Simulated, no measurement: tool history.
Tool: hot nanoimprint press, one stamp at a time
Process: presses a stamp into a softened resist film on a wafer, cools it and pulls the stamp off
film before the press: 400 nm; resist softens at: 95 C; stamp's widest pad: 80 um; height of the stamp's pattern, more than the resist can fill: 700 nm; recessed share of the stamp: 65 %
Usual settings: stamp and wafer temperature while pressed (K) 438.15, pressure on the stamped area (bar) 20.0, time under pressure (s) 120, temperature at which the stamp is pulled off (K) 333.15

run	hour	stamp and wafer temperature while pressed (K)	pressure on the stamped area (bar)	time under pressure (s)	temperature at which the stamp is pulled off (K)	resist left under the stamp's widest pad (Å)	greatest force while the stamp is pulled off (N)
1	0.0	438.15	20.0	120	333.15	2210	98
2	15.2	438.15	20.0	120	333.15	2213	96
3	25.9	438.15	20.0	120	333.15	2221	100
4	36.9	438.15	20.0	120	333.15	2226	100
5	54.3	438.15	20.0	120	333.15	2226	105
6	63.5	438.15	20.0	120	333.15	2234	99
7	81.1	438.15	16.3	120	333.15	2383	105
8	95.3	450.15	16.3	120	333.15	1790	105
9	108.3	450.15	16.3	120	340.15	1792	94
10	120.6	450.15	16.3	120	340.15	1798	94
11	138.2	450.15	16.3	120	340.15	1788	99
# hour 162.1: stamp cleaned and given a new release coat
12	163.6	450.15	16.3	120	340.15	1825	85
13	174.2	438.15	20.0	120	333.15	2247	97
14	184.9	435.15	20.0	120	333.15	2439	98
# hour 199.9: plate thermocouple calibrated
15	204.4	438.15	20.0	120	326.15	2193	111
16	213.2	438.15	28.6	120	332.15	1921	99
17	224.6	436.15	31.0	120	338.15	1966	92
18	237.4	435.15	20.0	120	333.15	2386	102
19	252.2	437.15	20.0	105	333.15	2376	104
20	267.6	437.15	20.0	105	333.15	2339	102
21	284.2	437.15	20.0	105	333.15	2407	104
22	301.9	434.15	19.7	120	333.15	2453	107
23	319.7	438.15	27.6	157	333.15	1801	108
# hour 327.1: stamp cleaned and given a new release coat
24	347.3	438.15	27.6	223	328.15	1557	103
25	359.8	438.15	27.6	223	328.15	1547	107
26	378.8	428.15	27.6	223	328.15	2114	110
27	398.5	428.15	27.6	223	328.15	2132	113
28	411.3	447.15	24.2	129	333.15	1589	103
29	421.7	438.15	28.6	98	333.15	2100	101
30	435.7	438.15	28.6	98	333.15	2105	108

3 ways to go on from here, each from the tool as it stands after run 30. What would each give?
A	444.7	438.15	12.3	76	333.15	?	?
B	444.7	433.15	19.1	120	323.15	?	?
C	444.7	438.15	28.6	138	324.15	?	?

run	resist left under the stamp's widest pad (Å)	greatest force while the stamp is pulled off (N)
A	2951	107
B	2574	123
C	1864	120
Without the tool's hidden state the same runs would have given:
run	resist left under the stamp's widest pad (Å)	greatest force while the stamp is pulled off (N)
A	2896	97
B	2497	112
C	1776	109
